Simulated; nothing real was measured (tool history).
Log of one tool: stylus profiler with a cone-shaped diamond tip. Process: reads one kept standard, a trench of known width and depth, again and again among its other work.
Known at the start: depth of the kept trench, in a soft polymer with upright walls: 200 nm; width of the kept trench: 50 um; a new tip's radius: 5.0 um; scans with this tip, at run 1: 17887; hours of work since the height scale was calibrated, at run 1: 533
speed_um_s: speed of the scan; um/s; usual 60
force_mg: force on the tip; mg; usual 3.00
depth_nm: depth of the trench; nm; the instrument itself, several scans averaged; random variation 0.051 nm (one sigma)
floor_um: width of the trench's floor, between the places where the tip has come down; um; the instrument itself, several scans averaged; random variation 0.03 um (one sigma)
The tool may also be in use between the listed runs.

run,hour,speed_um_s,force_mg,scans with this tip,hours of work since the height scale was calibrated,depth_nm,floor_um
1,0.0,60,3.00,17887,533,201.13,45.47
2,92.6,60,3.00,18713,604,200.94,45.39
3,150.6,60,3.00,19231,648,201.12,45.33
4,236.4,44,3.00,19997,714,200.97,45.37
5,301.3,108,3.00,20577,764,200.99,45.07
6,363.4,108,3.00,21131,811,200.89,44.93
7,417.9,108,3.00,21617,853,200.93,44.98
8,492.1,108,3.00,22280,910,200.85,44.89
9,559.2,60,3.00,22879,961,200.94,45.06
# hour 606.8: height scale calibrated on a step standard
10,628.8,60,3.00,23496,17,200.83,45.02
11,715.3,116,3.00,24268,83,200.70,44.73
12,791.0,60,4.91,24943,141,201.28,45.01
# hour 848.0: new tip fitted, height scale calibrated
13,854.6,60,3.00,59,5,201.50,46.91
# hour 939.9: height scale calibrated on a step standard, once more
14,941.9,60,3.00,834,2,201.31,46.88
15,990.1,60,3.00,1264,38,201.33,46.80
16,1040.5,60,1.60,1714,77,200.78,46.67
17,1097.9,60,1.60,2226,121,200.82,46.65
18,1173.2,139,3.00,2899,179,201.29,46.25
19,1244.5,22,3.00,3535,233,201.21,46.77
20,1335.7,16,3.26,4350,303,201.30,46.68
21,1402.4,171,3.26,4945,354,201.29,46.03
22,1452.0,91,2.68,5387,392,201.08,46.25
23,1513.1,91,2.68,5933,439,201.00,46.14
24,1572.3,64,1.41,6462,484,200.51,46.17
25,1653.7,64,1.41,7188,546,200.49,46.10
26,1740.6,190,1.04,7964,613,200.45,45.00
27,1825.6,190,1.04,8723,678,200.41,44.89
28,1895.9,125,1.47,9350,732,200.49,45.52
29,1966.9,138,2.17,9984,786,200.67,45.57
30,2025.1,138,2.17,10504,831,200.73,45.50
31,2115.5,138,2.17,11311,900,200.71,45.44
32,2191.3,138,2.17,11987,958,200.59,45.36
33,2235.4,20,3.47,12381,992,201.00,46.02
# hour 2242.8: height scale calibrated on a step standard
34,2323.1,34,1.80,13160,61,200.83,45.88
35,2413.7,145,5.55,13969,131,201.87,45.51

Forecast each of these 5 alternatives for the next run:
A,2461.6,140,8.04,14396,168,?,?
B,2461.6,168,5.55,14396,168,?,?
C,2461.6,36,3.41,14396,168,?,?
D,2461.6,69,1.68,14396,168,?,?
E,2461.6,17,2.44,14396,168,?,?

run,depth_nm,floor_um
A,202.41,45.56
B,201.83,45.40
C,201.37,45.79
D,200.70,45.53
E,200.97,45.87
Without the tool's hidden state the same runs would have given:
run,depth_nm,floor_um
A,202.57,46.79
B,201.99,46.64
C,201.53,47.03
D,200.86,46.76
E,201.13,47.11
